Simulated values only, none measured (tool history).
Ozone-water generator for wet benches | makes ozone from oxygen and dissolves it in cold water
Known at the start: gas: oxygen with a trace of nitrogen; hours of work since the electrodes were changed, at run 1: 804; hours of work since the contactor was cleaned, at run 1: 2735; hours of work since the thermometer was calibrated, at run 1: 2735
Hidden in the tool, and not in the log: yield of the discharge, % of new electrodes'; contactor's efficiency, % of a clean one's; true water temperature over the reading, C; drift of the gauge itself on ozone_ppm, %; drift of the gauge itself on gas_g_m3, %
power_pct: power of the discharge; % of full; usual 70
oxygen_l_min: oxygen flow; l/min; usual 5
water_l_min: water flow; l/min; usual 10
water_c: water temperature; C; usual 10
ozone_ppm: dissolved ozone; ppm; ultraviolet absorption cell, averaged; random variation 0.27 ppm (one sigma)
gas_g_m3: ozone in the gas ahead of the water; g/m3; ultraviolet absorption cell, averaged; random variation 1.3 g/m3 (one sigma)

run,hour,power_pct,oxygen_l_min,water_l_min,water_c,hours of work since the electrodes were changed,hours of work since the contactor was cleaned,hours of work since the thermometer was calibrated,ozone_ppm,gas_g_m3
1,0,70,5,10,10,804,2735,2735,41.2,249.9
2,53.8,70,5,10,10,851,2782,2782,41.5,251.9
3,113.2,70,5,10,10,904,2834,2834,41.2,246.2
4,164.3,70,3.78,10,10,949,2879,2879,39.8,277
5,232.9,70,3.78,10,10,1009,2939,2939,39.7,274.7
6,285.3,70,3.78,10,10,1055,2985,2985,39.9,281.4
7,363.3,70,5,13,10,1124,3054,3054,34.2,246.1
8,416.3,70,5,13,10,1170,3101,3101,34.6,245.8
9,501.7,70,5,13,10,1245,3176,3176,35,243.6
10,579.5,70,5,10,10,1313,3244,3244,41,245.1
11,640.1,70,5,10,10,1367,3297,3297,41,246.4
12,687.1,70,5,10,10,1408,3339,3339,41.4,245.3
13,769.2,70,5,10,10,1480,3411,3411,41.2,242.4
14,849.5,70,5,10,10,1551,3481,3481,41.5,245.2
15,902.2,70,5,10,10,1597,3528,3528,41.3,246.2
16,948.6,70,5,10,12,1638,3568,3568,39.5,242.9
17,993.3,70,5,10,12,1677,3608,3608,39.5,245.6
18,1085.7,64,5.68,10,10,1758,3689,3689,38.8,216.9
19,1128.6,64,2.53,10,11,1796,3727,3727,34.4,297.6
20,1208.7,43,4.01,8,7,1866,3797,3797,34,184.3
21,1246.2,97,5,10,10,1899,3830,3830,52.4,309.6
22,1315.8,84,6.28,10,10,1961,3891,3891,47.6,252.9
23,1371.1,70,5,10,11,2009,3940,3940,40.4,242.4
24,1446.1,85,4.23,13,14,2075,4006,4006,36.7,298.8
# hour 1492: gauge calibrated
25,1515,85,4.23,13,14,2136,4066,4066,37.2,306.1
26,1562.4,85,4.23,13,14,2177,4108,4108,37,306.9
27,1608.3,85,4.23,13,14,2218,4148,4148,36.6,306.6
28,1695.3,85,4.23,13,14,2294,4225,4225,36.8,307.4
29,1765.3,57,6.3,14,14,2355,4286,4286,27,196.3
30,1840.9,44,5,14,8,2422,4352,4352,24,175.2
31,1929.8,44,5,14,8,2500,4431,4431,23.7,175.1
32,1971.5,49,3.67,10,6,2537,4467,4467,32.5,214.6

Measured less the same run without the tool's hidden state. The same run-to-run variation is in both; the gauge's scatter may not be:
run,gas_g_m3
1,-0.1
2,-0.3
3,-0.6
4,-1
5,-1.4
6,-1.6
7,-1.8
8,-2.1
9,-2.5
10,-3
11,-3.2
12,-3.5
13,-3.9
14,-4.3
15,-4.6
16,-4.8
17,-5.1
18,-4.9
19,-6.9
20,-4.6
21,-8
22,-6.9
23,-6.9
24,-9
25,-0.2
26,-0.5
27,-0.8
28,-1.4
29,-1.2
30,-1.2
31,-1.6
32,-2.1
ozone_ppm: within 0.1 ppm of the measured result in every run.

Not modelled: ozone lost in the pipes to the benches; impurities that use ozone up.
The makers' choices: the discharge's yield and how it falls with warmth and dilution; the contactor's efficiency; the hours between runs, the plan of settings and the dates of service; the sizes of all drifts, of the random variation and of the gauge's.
